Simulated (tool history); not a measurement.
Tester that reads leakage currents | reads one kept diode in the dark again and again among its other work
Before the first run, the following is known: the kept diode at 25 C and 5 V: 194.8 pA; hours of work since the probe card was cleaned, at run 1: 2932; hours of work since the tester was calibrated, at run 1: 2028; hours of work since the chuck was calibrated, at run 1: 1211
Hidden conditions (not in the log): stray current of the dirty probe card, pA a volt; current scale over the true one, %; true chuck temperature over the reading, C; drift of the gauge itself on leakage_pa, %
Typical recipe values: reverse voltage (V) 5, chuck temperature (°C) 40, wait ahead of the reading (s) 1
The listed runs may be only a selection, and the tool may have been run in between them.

run,hour,reverse voltage (V),chuck temperature (°C),wait ahead of the reading (s),hours of work since the probe card was cleaned,hours of work since the tester was calibrated,hours of work since the chuck was calibrated,current that the tester gives (pA)
1,0,5,40,1,2932,2028,1211,746.58
# hour 38.3: probe card cleaned and baked
2,77.8,5,40,1,28,2081,1264,756.29
3,180.7,5,40,1,101,2154,1337,757.27
4,245.4,1.98,40,1,147,2200,1383,483.06
5,305.4,5,51,1,190,2243,1425,1754.78
6,363.5,5,51,1,231,2284,1466,1757.09
7,427.9,16.24,40,2.15,276,2330,1512,1366.73
# hour 464.1: chuck's temperature calibrated
8,481.9,16.24,40,2.15,313,2367,13,1272.77

Predict the results of run 9:
# hour 510.9: probe card cleaned and baked, once more
9,572.6,5,40,2.52,44,2429,75,?

For run 9 the tool returned current that the tester gives (pA) 704.11.
Without the tool's hidden state the same run would have given current that the tester gives (pA) 686.5.
